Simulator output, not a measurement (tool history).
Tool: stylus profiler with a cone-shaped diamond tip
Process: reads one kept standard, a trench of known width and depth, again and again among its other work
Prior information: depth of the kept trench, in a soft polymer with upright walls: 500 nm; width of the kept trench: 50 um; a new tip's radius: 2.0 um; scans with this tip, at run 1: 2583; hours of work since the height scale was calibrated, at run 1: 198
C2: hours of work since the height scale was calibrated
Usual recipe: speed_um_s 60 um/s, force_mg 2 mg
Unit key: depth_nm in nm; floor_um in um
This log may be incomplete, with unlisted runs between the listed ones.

run 1 hour=0 | speed_um_s=60 force_mg=2 | scans_with_this_tip=2583 C2=198 | depth_nm=502.17 floor_um=46.74
run 2 hour=127 | speed_um_s=60 force_mg=0.76 | scans_with_this_tip=3341 C2=256 | depth_nm=500.72 floor_um=46.31
run 3 hour=252.3 | speed_um_s=60 force_mg=0.76 | scans_with_this_tip=4089 C2=313 | depth_nm=500.42 floor_um=46.34
run 4 hour=324.5 | speed_um_s=60 force_mg=4.04 | scans_with_this_tip=4519 C2=346 | depth_nm=503.24 floor_um=46.64
run 5 hour=456 | speed_um_s=70 force_mg=2 | scans_with_this_tip=5304 C2=406 | depth_nm=501.94 floor_um=46.42
run 6 hour=553.9 | speed_um_s=70 force_mg=2 | scans_with_this_tip=5888 C2=451 | depth_nm=501.47 floor_um=46.32
run 7 hour=668.2 | speed_um_s=60 force_mg=2 | scans_with_this_tip=6570 C2=503 | depth_nm=501.28 floor_um=46.43
run 8 hour=733.9 | speed_um_s=60 force_mg=2 | scans_with_this_tip=6962 C2=533 | depth_nm=501.43 floor_um=46.34
run 9 hour=816.6 | speed_um_s=60 force_mg=2 | scans_with_this_tip=7455 C2=571 | depth_nm=501.21 floor_um=46.29
run 10 hour=926.8 | speed_um_s=60 force_mg=4.55 | scans_with_this_tip=8113 C2=621 | depth_nm=503.04 floor_um=46.45
run 11 hour=1035.3 | speed_um_s=60 force_mg=2 | scans_with_this_tip=8759 C2=670 | depth_nm=500.94 floor_um=46.23
run 12 hour=1165 | speed_um_s=37 force_mg=2 | scans_with_this_tip=9534 C2=730 | depth_nm=500.93 floor_um=46.36
run 13 hour=1237.6 | speed_um_s=37 force_mg=2 | scans_with_this_tip=9966 C2=763 | depth_nm=500.44 floor_um=46.3
run 14 hour=1306.4 | speed_um_s=37 force_mg=2 | scans_with_this_tip=10377 C2=794 | depth_nm=500.22 floor_um=46.28
run 15 hour=1426.2 | speed_um_s=23 force_mg=1.94 | scans_with_this_tip=11092 C2=849 | depth_nm=500.37 floor_um=46.33
-- hour=1529.5 height scale calibrated on a step standard
run 16 hour=1549.9 | speed_um_s=23 force_mg=1.94 | scans_with_this_tip=11827 C2=9 | depth_nm=502.33 floor_um=46.22
run 17 hour=1678.4 | speed_um_s=131 force_mg=5.95 | scans_with_this_tip=12593 C2=68 | depth_nm=505.29 floor_um=45.86
run 18 hour=1736.9 | speed_um_s=15 force_mg=3.69 | scans_with_this_tip=12942 C2=95 | depth_nm=503.72 floor_um=46.3
run 19 hour=1801 | speed_um_s=226 force_mg=2 | scans_with_this_tip=13325 C2=124 | depth_nm=502.44 floor_um=44.84
run 20 hour=1874.5 | speed_um_s=226 force_mg=2 | scans_with_this_tip=13763 C2=158 | depth_nm=502.28 floor_um=44.78
run 21 hour=1973 | speed_um_s=15 force_mg=2.95 | scans_with_this_tip=14351 C2=202 | depth_nm=502.91 floor_um=46.16
run 22 hour=2031.5 | speed_um_s=15 force_mg=2.95 | scans_with_this_tip=14700 C2=229 | depth_nm=502.73 floor_um=46.2
run 23 hour=2123.1 | speed_um_s=18 force_mg=2.21 | scans_with_this_tip=15246 C2=271 | depth_nm=502.01 floor_um=46.05
-- hour=2182.1 new tip fitted, height scale calibrated
run 24 hour=2218.8 | speed_um_s=52 force_mg=1.6 | scans_with_this_tip=219 C2=17 | depth_nm=501.99 floor_um=46.97
run 25 hour=2322.7 | speed_um_s=20 force_mg=2 | scans_with_this_tip=839 C2=64 | depth_nm=502.31 floor_um=47.13
run 26 hour=2415.3 | speed_um_s=60 force_mg=0.97 | scans_with_this_tip=1391 C2=106 | depth_nm=501.35 floor_um=46.64
run 27 hour=2546.6 | speed_um_s=60 force_mg=5.59 | scans_with_this_tip=2175 C2=166 | depth_nm=504.91 floor_um=46.86

Hidden state or all else? Some run-to-run changes of depth_nm, split into what the settings, what came in and random variation would give without the hidden state, and what is left for the hidden state (with any gauge scatter that isn't in both results):
Hidden state present: radius of the tip, um; height scale over the true one, %; drift of the gauge itself on depth_nm, %; drift of the gauge itself on floor_um, %.
Run 15 -> 16: height scale calibrated on a step standard. depth_nm +1.96 nm: hidden state +2.05, all else -0.09.
Run 16 -> 17: speed_um_s 23 -> 131, force_mg 1.94 -> 5.95. depth_nm +2.96 nm: hidden state -0.16, all else +3.12.
Run 23 -> 24: speed_um_s 18 -> 52, force_mg 2.21 -> 1.6, new tip fitted, height scale calibrated. depth_nm -0.02 nm: hidden state +0.69, all else -0.71.
Run 26 -> 27: force_mg 0.97 -> 5.59. depth_nm +3.56 nm: hidden state -0.17, all else +3.73.
